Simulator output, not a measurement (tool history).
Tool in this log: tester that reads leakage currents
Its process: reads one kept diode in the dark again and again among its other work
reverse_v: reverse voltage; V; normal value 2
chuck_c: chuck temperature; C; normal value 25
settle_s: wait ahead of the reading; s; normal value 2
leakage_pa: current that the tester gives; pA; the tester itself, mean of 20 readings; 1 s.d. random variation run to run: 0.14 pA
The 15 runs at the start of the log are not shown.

run	hour	reverse_v	chuck_c	settle_s	leakage_pa
16	1999.5	1.58	25	2	41.7
17	2084.7	1.58	25	2	41.98
18	2262.5	2	22	2	36.06
19	2405.3	2	22	2	36.29
20	2584	2	46	0.33	274.76
21	2691.3	1.04	22	2.64	27.92
22	2771.5	1.04	22	2.64	27.84
23	2937.8	1.9	33	2.43	92.42
24	3017	1.9	51	1.62	400.06
25	3187.4	5.31	23	1.31	63.48
26	3325.9	4.51	49	3.14	479.91
27	3474.2	4.51	49	3.14	484.82
28	3597.5	2	25	3.11	49.09
# hour 3690.3: chuck's temperature calibrated
29	3731.6	2	25	3.11	46.81
30	3890.1	1.64	48	2.33	289.61
# hour 3902.8: probe card cleaned and baked
31	3976.2	1.34	32	0.85	70.26
32	4158.3	5.28	26	2	70.45
33	4321.1	5.28	26	2	70.88
34	4449.6	8.48	34	0.49	175.01
35	4574.6	8.48	34	0.49	175.5

What if the next run were any one of these 4? Each begins from the tool's condition after run 35:
A	4727.9	6.07	48	0.81	?
B	4727.9	2	25	3.96	?
C	4727.9	2.48	20	2.5	?
D	4727.9	1.16	25	2	?

run	leakage_pa
A	483.67
B	45.07
C	31.31
D	36.55
Stripped of hidden state, with their random variation kept, the same runs would have yielded:
run	leakage_pa
A	464.62
B	42.7
C	29.3
D	34.78
